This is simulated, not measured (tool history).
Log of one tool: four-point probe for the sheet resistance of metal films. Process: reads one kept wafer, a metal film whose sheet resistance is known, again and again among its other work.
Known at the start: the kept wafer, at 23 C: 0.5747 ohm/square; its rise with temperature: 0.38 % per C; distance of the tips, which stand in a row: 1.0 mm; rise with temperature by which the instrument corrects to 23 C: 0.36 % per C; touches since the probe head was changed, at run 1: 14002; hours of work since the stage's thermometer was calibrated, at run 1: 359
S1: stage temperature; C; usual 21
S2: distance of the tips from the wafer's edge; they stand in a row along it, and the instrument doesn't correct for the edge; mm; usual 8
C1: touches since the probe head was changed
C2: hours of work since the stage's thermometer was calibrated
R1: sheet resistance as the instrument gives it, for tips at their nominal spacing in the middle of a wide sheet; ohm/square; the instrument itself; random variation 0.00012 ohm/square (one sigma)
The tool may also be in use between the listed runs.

run   hour  S1  S2     C1   C2        R1
  1    0.0  21   8  14002  359  0.579428
  2   11.7  21   8  14232  364  0.579436
  3   32.7  21   8  14642  374  0.579382
  4   49.5  21   8  14971  382  0.579753
  5   74.5  21   8  15461  394  0.579607
  6   86.8  21   8  15703  400  0.579657
  7  103.1  21   8  16022  408  0.579584
  8  116.6  21   8  16286  414  0.579525
  9  140.4  21   8  16751  426  0.579647
 10  163.8  21   8  17209  437  0.579752
 11  188.5  21   8  17693  449  0.579730
 12  212.5  21   8  18163  460  0.579576
 13  227.7  21   8  18461  467  0.579919
 14  249.8  21   8  18894  478  0.579737
 15  275.2  21   8  19392  490  0.579677
 16  294.1  34   8  19762  499  0.581287
 17  308.6  25  70  20047  506  0.575443
 18  334.5  21  25  20552  518  0.575281
 19  352.2  21  54  20899  527  0.574906
 20  365.0  31  19  21151  533  0.576964
 21  383.5  25  48  21513  542  0.575635
 22  397.1  25  48  21779  548  0.575689
 23  413.4  21   3  22099  556  0.607107
 24  432.4  26   6  22471  565  0.583937
 25  455.0  30  33  22914  576  0.576204
 26  476.0  30  33  23324  586  0.576203
 27  500.3  29  57  23800  598  0.575885
 28  516.1  29  57  24109  605  0.575917
 29  532.9  27  32  24438  613  0.575908

Forecast each of these 5 alternatives for the next run:
  A  558.0  31   8  24931  625   ?
  B  558.0  33   7  24931  625   ?
  C  558.0  31  11  24931  625   ?
  D  558.0  21  32  24931  625   ?
  E  558.0  31   8  24931  625   ?

run        R1
  A  0.580946
  B  0.582660
  C  0.578846
  D  0.575453
  E  0.581032
Without the tool's hidden state the same runs would have given:
run        R1
  A  0.580302
  B  0.582014
  C  0.578204
  D  0.574817
  E  0.580388

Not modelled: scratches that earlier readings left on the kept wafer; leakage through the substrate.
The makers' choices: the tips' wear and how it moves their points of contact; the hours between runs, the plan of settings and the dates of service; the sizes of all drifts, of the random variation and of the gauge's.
